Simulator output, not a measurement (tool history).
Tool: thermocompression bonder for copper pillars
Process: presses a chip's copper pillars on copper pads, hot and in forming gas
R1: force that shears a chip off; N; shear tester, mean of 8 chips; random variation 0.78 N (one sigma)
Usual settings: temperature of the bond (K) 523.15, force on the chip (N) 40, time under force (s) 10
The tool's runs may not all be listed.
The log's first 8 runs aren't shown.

Run 9, hour 113.9: usual settings but force on the chip (N) 56. Result: R1 64.9 N.
Run 10, hour 125.4: usual settings but force on the chip (N) 56. Result: R1 68 N.
Run 11, hour 143.9: usual settings but force on the chip (N) 57. Result: R1 65 N.
Run 12, hour 157.4: usual settings but force on the chip (N) 54. Result: R1 65.2 N.
Run 13, hour 171.6: usual settings. Result: R1 55.7 N.
At hour 181.1: forming gas filter changed.
Run 14, hour 181.1: usual settings but force on the chip (N) 35. Result: R1 56.5 N.
Run 15, hour 199.4: usual settings but force on the chip (N) 35. Result: R1 56.1 N.
Run 16, hour 214.2: usual settings but force on the chip (N) 35. Result: R1 56.5 N.
Run 17, hour 222.5: usual settings but force on the chip (N) 35. Result: R1 55.5 N.
Run 18, hour 232.1: usual settings but force on the chip (N) 30. Result: R1 52.4 N.
Run 19, hour 241.7: usual settings but force on the chip (N) 30. Result: R1 51.5 N.
Run 20, hour 259.5: usual settings but force on the chip (N) 24. Result: R1 44.6 N.
Run 21, hour 273.6: usual settings but force on the chip (N) 24. Result: R1 45.8 N.
Run 22, hour 288.5: usual settings but force on the chip (N) 24. Result: R1 47.1 N.
Run 23, hour 298.7: usual settings but temperature of the bond (K) 510.15, force on the chip (N) 52, time under force (s) 17. Result: R1 67 N.
Run 24, hour 316.8: usual settings but temperature of the bond (K) 510.15, force on the chip (N) 52, time under force (s) 17. Result: R1 67.4 N.
Run 25, hour 328.6: usual settings but temperature of the bond (K) 510.15, force on the chip (N) 52, time under force (s) 17. Result: R1 66.5 N.
Run 26, hour 338.6: usual settings but temperature of the bond (K) 499.15, force on the chip (N) 52, time under force (s) 17. Result: R1 57.2 N.
Run 27, hour 350.2: usual settings but temperature of the bond (K) 499.15, force on the chip (N) 57, time under force (s) 23. Result: R1 65.9 N.
Run 28, hour 360: usual settings but temperature of the bond (K) 535.15, force on the chip (N) 38, time under force (s) 6. Result: R1 52.4 N.
Run 29, hour 375.1: usual settings but temperature of the bond (K) 525.15, force on the chip (N) 37, time under force (s) 27. Result: R1 77.7 N.
Run 30, hour 392.2: usual settings but temperature of the bond (K) 512.15, force on the chip (N) 41, time under force (s) 28. Result: R1 70.6 N.
Run 31, hour 411.6: usual settings but force on the chip (N) 28. Result: R1 46.8 N.
Run 32, hour 427.6: usual settings but force on the chip (N) 26. Result: R1 44.1 N.
At hour 442.6: forming gas filter changed.
Run 33, hour 444.5: usual settings but force on the chip (N) 54, time under force (s) 7. Result: R1 59.1 N.

Forecast run 34:
Run 34, hour 462.9: usual settings but temperature of the bond (K) 505.15. Result: R1 ?.

R1: 45.9 N
Without the tool's hidden state the same run would have given R1 47.7 N.
